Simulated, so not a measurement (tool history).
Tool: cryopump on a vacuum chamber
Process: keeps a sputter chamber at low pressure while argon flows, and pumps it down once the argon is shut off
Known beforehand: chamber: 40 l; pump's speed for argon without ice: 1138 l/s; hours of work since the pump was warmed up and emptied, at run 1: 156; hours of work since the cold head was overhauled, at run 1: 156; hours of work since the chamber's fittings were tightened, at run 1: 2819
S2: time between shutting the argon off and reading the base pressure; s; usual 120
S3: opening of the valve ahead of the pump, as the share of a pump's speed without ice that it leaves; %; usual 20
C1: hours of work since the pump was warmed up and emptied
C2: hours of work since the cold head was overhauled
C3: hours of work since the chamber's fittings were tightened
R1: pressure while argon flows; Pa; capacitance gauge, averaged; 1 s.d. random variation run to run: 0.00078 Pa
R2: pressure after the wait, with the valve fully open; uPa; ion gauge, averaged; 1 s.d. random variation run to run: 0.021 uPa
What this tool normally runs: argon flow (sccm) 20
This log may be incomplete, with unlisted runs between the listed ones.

Run 1, hour 0: usual settings; C1 156; C2 156; C3 2819. Result: R1 0.1512 Pa, R2 3.93 uPa.
Run 2, hour 12.4: usual settings; C1 162; C2 162; C3 2825. Result: R1 0.1506 Pa, R2 3.81 uPa.
Run 3, hour 29.2: usual settings; C1 170; C2 170; C3 2833. Result: R1 0.152 Pa, R2 4.12 uPa.
Run 4, hour 37.3: usual settings; C1 174; C2 174; C3 2836. Result: R1 0.1522 Pa, R2 4.12 uPa.
Run 5, hour 45.9: usual settings but argon flow (sccm) 10; C1 178; C2 178; C3 2841. Result: R1 0.077 Pa, R2 3.93 uPa.
Run 6, hour 62.2: usual settings but argon flow (sccm) 10, S2 212 s; C1 186; C2 186; C3 2848. Result: R1 0.0761 Pa, R2 3.87 uPa.
Run 7, hour 73.1: usual settings but argon flow (sccm) 10, S2 212 s; C1 191; C2 191; C3 2853. Result: R1 0.0755 Pa, R2 3.89 uPa.
Run 8, hour 80.5: usual settings but argon flow (sccm) 10, S2 21 s; C1 194; C2 194; C3 2857. Result: R1 0.0758 Pa, R2 5.31 uPa.
Run 9, hour 93.5: usual settings but argon flow (sccm) 10, S2 21 s; C1 201; C2 201; C3 2863. Result: R1 0.0756 Pa, R2 5.29 uPa.
Run 10, hour 102.2: usual settings but argon flow (sccm) 10, S2 21 s; C1 205; C2 205; C3 2867. Result: R1 0.0767 Pa, R2 5.29 uPa.
Run 11, hour 109.6: usual settings but argon flow (sccm) 10, S2 21 s; C1 208; C2 208; C3 2871. Result: R1 0.0769 Pa, R2 5.3 uPa.
Run 12, hour 125.4: usual settings but argon flow (sccm) 10, S2 21 s; C1 216; C2 216; C3 2878. Result: R1 0.0766 Pa, R2 5.21 uPa.
Run 13, hour 140.2: usual settings but argon flow (sccm) 39; C1 223; C2 223; C3 2885. Result: R1 0.2989 Pa, R2 4.06 uPa.
Run 14, hour 147.8: usual settings but argon flow (sccm) 39; C1 226; C2 226; C3 2889. Result: R1 0.3003 Pa, R2 4.22 uPa.
Run 15, hour 162.2: usual settings; C1 233; C2 233; C3 2896. Result: R1 0.1538 Pa, R2 4.18 uPa.
Run 16, hour 173.9: usual settings; C1 239; C2 239; C3 2901. Result: R1 0.154 Pa, R2 4.33 uPa.
Run 17, hour 184.5: usual settings; C1 244; C2 244; C3 2906. Result: R1 0.1537 Pa, R2 4.32 uPa.
Run 18, hour 192.1: usual settings but argon flow (sccm) 9, S3 26 %; C1 247; C2 247; C3 2910. Result: R1 0.0538 Pa, R2 4.29 uPa.
Run 19, hour 207.7: usual settings but argon flow (sccm) 34, S2 36 s, S3 32 %; C1 255; C2 255; C3 2918. Result: R1 0.1696 Pa, R2 4.94 uPa.
Run 20, hour 223.2: usual settings but argon flow (sccm) 34, S2 128 s, S3 24 %; C1 262; C2 262; C3 2925. Result: R1 0.2203 Pa, R2 4.34 uPa.
Run 21, hour 231.8: usual settings but argon flow (sccm) 34, S2 128 s, S3 24 %; C1 266; C2 266; C3 2929. Result: R1 0.2221 Pa, R2 4.29 uPa.
Run 22, hour 246.3: usual settings but S3 38 %; C1 273; C2 273; C3 2936. Result: R1 0.084 Pa, R2 4.48 uPa.
Run 23, hour 258.5: usual settings but S2 184 s; C1 279; C2 279; C3 2942. Result: R1 0.1542 Pa, R2 4.28 uPa.
Run 24, hour 272.2: usual settings but argon flow (sccm) 11, S2 44 s, S3 45 %; C1 286; C2 286; C3 2948. Result: R1 0.04 Pa, R2 4.94 uPa.
At hour 280.6: leaking fittings of the chamber tightened, without venting.
Run 25, hour 291.4: usual settings but argon flow (sccm) 11, S2 44 s, S3 45 %; C1 294; C2 294; C3 5. Result: R1 0.0408 Pa, R2 0.99 uPa.
Run 26, hour 298.7: usual settings but argon flow (sccm) 11, S2 44 s, S3 45 %; C1 297; C2 297; C3 9. Result: R1 0.0406 Pa, R2 0.98 uPa.
Run 27, hour 307.1: usual settings but S2 21 s; C1 301; C2 301; C3 13. Result: R1 0.1568 Pa, R2 1.75 uPa.
Run 28, hour 322.9: usual settings but S2 21 s; C1 309; C2 309; C3 20. Result: R1 0.1565 Pa, R2 1.7 uPa.
Run 29, hour 339.7: usual settings but S2 22 s; C1 317; C2 317; C3 28. Result: R1 0.1561 Pa, R2 1.67 uPa.
Run 30, hour 356.8: usual settings but argon flow (sccm) 14, S2 77 s, S3 23 %; C1 325; C2 325; C3 36. Result: R1 0.096 Pa, R2 0.77 uPa.
Run 31, hour 369: usual settings but S2 91 s, S3 51 %; C1 331; C2 331; C3 42. Result: R1 0.066 Pa, R2 0.74 uPa.
Run 32, hour 383.5: usual settings but argon flow (sccm) 9, S3 25 %; C1 338; C2 338; C3 49. Result: R1 0.0574 Pa, R2 0.62 uPa.
Run 33, hour 394.2: usual settings but argon flow (sccm) 9, S3 25 %; C1 343; C2 343; C3 54. Result: R1 0.0571 Pa, R2 0.68 uPa.
Run 34, hour 404.3: usual settings but S2 30 s, S3 49 %; C1 347; C2 347; C3 59. Result: R1 0.0692 Pa, R2 1.41 uPa.

Here are 4 independent what-if runs from the current tool condition. What would each one return?
Run A, hour 411.8: usual settings but argon flow (sccm) 19, S3 24 %; C1 351; C2 351; C3 62. Result: R1 ?, R2 ?.
Run B, hour 411.8: usual settings but argon flow (sccm) 21, S3 17 %; C1 351; C2 351; C3 62. Result: R1 ?, R2 ?.
Run C, hour 411.8: usual settings but argon flow (sccm) 9, S2 151 s, S3 33 %; C1 351; C2 351; C3 62. Result: R1 ?, R2 ?.
Run D, hour 411.8: usual settings but argon flow (sccm) 21, S2 30 s, S3 17 %; C1 351; C2 351; C3 62. Result: R1 ?, R2 ?.

run      R1    R2
  A  0.1251  0.75
  B  0.1934  0.69
  C  0.0443  0.66
  D  0.1934   1.4
What these runs would have given with no unlogged condition in the tool:
run      R1    R2
  A  0.1168  0.55
  B  0.1842   0.5
  C  0.0404  0.47
  D  0.1842  1.21

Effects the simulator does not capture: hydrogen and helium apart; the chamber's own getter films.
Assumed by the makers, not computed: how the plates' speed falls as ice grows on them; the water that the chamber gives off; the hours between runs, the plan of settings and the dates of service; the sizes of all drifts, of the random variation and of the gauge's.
